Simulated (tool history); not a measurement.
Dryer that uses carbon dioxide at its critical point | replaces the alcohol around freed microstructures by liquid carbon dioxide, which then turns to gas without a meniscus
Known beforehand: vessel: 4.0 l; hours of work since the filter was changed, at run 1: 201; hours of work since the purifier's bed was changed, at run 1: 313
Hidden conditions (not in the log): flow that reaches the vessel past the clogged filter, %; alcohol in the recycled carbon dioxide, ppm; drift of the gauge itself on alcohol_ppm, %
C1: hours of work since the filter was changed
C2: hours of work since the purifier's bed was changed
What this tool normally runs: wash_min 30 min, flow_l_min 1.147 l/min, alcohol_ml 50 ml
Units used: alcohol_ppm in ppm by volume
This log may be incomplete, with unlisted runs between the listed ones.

run 1 hour=0.0 | wash_min=30 flow_l_min=1.147 alcohol_ml=50 | C1=201 C2=313 | alcohol_ppm=62
run 2 hour=12.7 | wash_min=30 flow_l_min=1.147 alcohol_ml=50 | C1=206 C2=318 | alcohol_ppm=59
run 3 hour=39.5 | wash_min=30 flow_l_min=1.540 alcohol_ml=50 | C1=217 C2=328 | alcohol_ppm=40
run 4 hour=67.2 | wash_min=30 flow_l_min=1.540 alcohol_ml=50 | C1=228 C2=339 | alcohol_ppm=45
run 5 hour=93.8 | wash_min=30 flow_l_min=1.540 alcohol_ml=50 | C1=238 C2=349 | alcohol_ppm=45
run 6 hour=111.2 | wash_min=30 flow_l_min=1.540 alcohol_ml=50 | C1=245 C2=356 | alcohol_ppm=43
run 7 hour=127.5 | wash_min=30 flow_l_min=1.540 alcohol_ml=50 | C1=251 C2=363 | alcohol_ppm=54
run 8 hour=153.7 | wash_min=30 flow_l_min=0.810 alcohol_ml=50 | C1=261 C2=373 | alcohol_ppm=203
run 9 hour=169.6 | wash_min=30 flow_l_min=0.810 alcohol_ml=50 | C1=268 C2=379 | alcohol_ppm=213
run 10 hour=195.7 | wash_min=30 flow_l_min=0.810 alcohol_ml=50 | C1=278 C2=389 | alcohol_ppm=218
run 11 hour=211.3 | wash_min=23 flow_l_min=1.147 alcohol_ml=50 | C1=284 C2=395 | alcohol_ppm=154
run 12 hour=229.9 | wash_min=23 flow_l_min=1.147 alcohol_ml=50 | C1=291 C2=403 | alcohol_ppm=161
run 13 hour=258.1 | wash_min=23 flow_l_min=1.147 alcohol_ml=50 | C1=302 C2=414 | alcohol_ppm=172
run 14 hour=285.9 | wash_min=21 flow_l_min=1.930 alcohol_ml=27 | C1=313 C2=425 | alcohol_ppm=60
run 15 hour=302.9 | wash_min=21 flow_l_min=1.670 alcohol_ml=26 | C1=320 C2=431 | alcohol_ppm=69
run 16 hour=319.2 | wash_min=30 flow_l_min=1.147 alcohol_ml=35 | C1=326 C2=438 | alcohol_ppm=69
-- hour=329.1 inlet filter changed
run 17 hour=348.2 | wash_min=29 flow_l_min=1.870 alcohol_ml=84 | C1=7 C2=449 | alcohol_ppm=56
run 18 hour=373.6 | wash_min=29 flow_l_min=1.870 alcohol_ml=84 | C1=17 C2=458 | alcohol_ppm=73
run 19 hour=393.4 | wash_min=29 flow_l_min=1.870 alcohol_ml=84 | C1=25 C2=466 | alcohol_ppm=61
run 20 hour=422.2 | wash_min=30 flow_l_min=0.820 alcohol_ml=103 | C1=36 C2=477 | alcohol_ppm=233
run 21 hour=438.6 | wash_min=34 flow_l_min=0.860 alcohol_ml=37 | C1=43 C2=484 | alcohol_ppm=84
run 22 hour=464.9 | wash_min=30 flow_l_min=1.147 alcohol_ml=117 | C1=53 C2=494 | alcohol_ppm=98
run 23 hour=483.2 | wash_min=30 flow_l_min=1.147 alcohol_ml=66 | C1=60 C2=501 | alcohol_ppm=87
run 24 hour=506.0 | wash_min=30 flow_l_min=1.147 alcohol_ml=66 | C1=69 C2=510 | alcohol_ppm=82
run 25 hour=532.5 | wash_min=30 flow_l_min=1.147 alcohol_ml=66 | C1=79 C2=521 | alcohol_ppm=76
run 26 hour=555.7 | wash_min=30 flow_l_min=0.890 alcohol_ml=50 | C1=89 C2=530 | alcohol_ppm=128

For some of the steps in alcohol_ppm from one run to the next: how much would appear even if the tool had no hidden state, given the settings, what came in and random variation, and how much remains for the hidden state plus any gauge scatter that the measured result and the result without hidden state don't share?
Run 7 -> 8: flow_l_min 1.540 -> 0.810. alcohol_ppm +149 ppm by volume: hidden state +65, all else +84.
Run 13 -> 14: wash_min 23 -> 21, flow_l_min 1.147 -> 1.930, alcohol_ml 50 -> 27. alcohol_ppm -112 ppm by volume: hidden state -54, all else -58.
Run 19 -> 20: wash_min 29 -> 30, flow_l_min 1.870 -> 0.820, alcohol_ml 84 -> 103. alcohol_ppm +172 ppm by volume: hidden state +21, all else +151.

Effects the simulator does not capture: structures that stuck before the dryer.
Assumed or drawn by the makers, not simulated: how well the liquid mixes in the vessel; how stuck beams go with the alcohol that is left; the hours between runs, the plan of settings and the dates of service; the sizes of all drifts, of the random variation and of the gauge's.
